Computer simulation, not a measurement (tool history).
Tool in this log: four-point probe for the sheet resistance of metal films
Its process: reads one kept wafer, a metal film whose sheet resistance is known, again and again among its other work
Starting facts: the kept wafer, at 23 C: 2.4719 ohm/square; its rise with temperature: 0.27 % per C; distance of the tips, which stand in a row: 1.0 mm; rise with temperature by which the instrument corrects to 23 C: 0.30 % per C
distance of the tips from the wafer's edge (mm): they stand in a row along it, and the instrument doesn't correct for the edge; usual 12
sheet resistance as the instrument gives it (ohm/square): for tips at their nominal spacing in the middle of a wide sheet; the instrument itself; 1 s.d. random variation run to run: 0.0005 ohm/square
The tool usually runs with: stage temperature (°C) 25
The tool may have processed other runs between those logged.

run   hour  stage temperature (°C)  distance of the tips from the wafer's edge (mm)  sheet resistance as the instrument gives it (ohm/square)
  1      0                      25                                               12                                                  2.485493
  2   15.1                      25                                               12                                                  2.485029
  3   44.6                      25                                               12                                                  2.485685
  4   75.3                      25                                               12                                                   2.48367
  5   95.7                      25                                               12                                                  2.485693
  6  110.8                      32                                               12                                                  2.479229
  7  140.5                      25                                               12                                                    2.4859
  8  157.3                      25                                               12                                                   2.48571
  9  180.8                      25                                               12                                                  2.483924
 10  205.8                      25                                               12                                                  2.484732
 11  230.7                      25                                               15                                                  2.481381
 12  249.8                      25                                               15                                                  2.480389
     253.3  -- stage's thermometer calibrated
 13  272.5                      25                                               13                                                  2.484577
 14  292.6                      25                                               13                                                  2.484064
 15  321.8                      25                                               13                                                  2.485398
 16  354.4                      25                                               13                                                  2.484111
 17  373.2                      25                                               26                                                  2.478608
 18  390.3                      25                                               26                                                  2.478242
 19  421.9                      20                                               19                                                  2.485156
 20  442.4                      20                                               19                                                  2.484224
     453.9  -- stage's thermometer calibrated, once more
 21  477.9                      22                                               69                                                  2.476209
 22  494.8                      30                                                8                                                  2.489066
 23  511.3                      20                                                5                                                  2.529923
 24  545.8                      19                                                6                                                  2.514534
 25  564.3                      19                                                6                                                  2.515636
 26  578.6                      19                                                6                                                  2.515041
 27  609.3                      19                                                6                                                  2.514841
 28  633.9                      19                                                6                                                  2.514129
 29  663.7                      19                                                6                                                  2.514952
 30  680.8                      19                                                6                                                  2.514781
 31  702.9                      19                                                6                                                  2.514885
 32  730.3                      19                                                6                                                   2.51441
 33  759.6                      21                                               38                                                  2.477134
 34  786.6                      32                                               14                                                  2.473031
 35  810.4                      27                                               26                                                  2.472359
 36  835.4                      24                                               32                                                  2.474351

Some steps in sheet resistance as the instrument gives it (ohm/square), run to run, broken into two amounts with sign: the step expected even without the hidden condition (settings, incoming material, random variation), and the rest, left for the hidden condition together with whatever gauge scatter is not in both the measured and the hidden-condition-free result:
The tool's hidden condition here consists of: inner tips' distance over the nominal, %; tips' flats over new ones', %; wafer's true temperature over the reading, C; drift of the gauge itself on sheet_ohm, %.
Run 5 -> 6: stage temperature (°C) 25 -> 32. sheet resistance as the instrument gives it (ohm/square) -0.006464: hidden state -0.000059, all else -0.006405.
Run 12 -> 13: distance of the tips from the wafer's edge (mm) 15 -> 13, stage's thermometer calibrated. sheet resistance as the instrument gives it (ohm/square) +0.004188: hidden state +0.000891, all else +0.003297.
Run 20 -> 21: stage temperature (°C) 20 -> 22, distance of the tips from the wafer's edge (mm) 19 -> 69, stage's thermometer calibrated, once more. sheet resistance as the instrument gives it (ohm/square) -0.008015: hidden state -0.003641, all else -0.004374.
Run 22 -> 23: stage temperature (°C) 30 -> 20, distance of the tips from the wafer's edge (mm) 8 -> 5. sheet resistance as the instrument gives it (ohm/square) +0.040857: hidden state +0.000025, all else +0.040832.
Run 23 -> 24: stage temperature (°C) 20 -> 19, distance of the tips from the wafer's edge (mm) 5 -> 6. sheet resistance as the instrument gives it (ohm/square) -0.015389: hidden state -0.00003, all else -0.015359.
Run 32 -> 33: stage temperature (°C) 19 -> 21, distance of the tips from the wafer's edge (mm) 6 -> 38. sheet resistance as the instrument gives it (ohm/square) -0.037276: hidden state -0.000053, all else -0.037223.
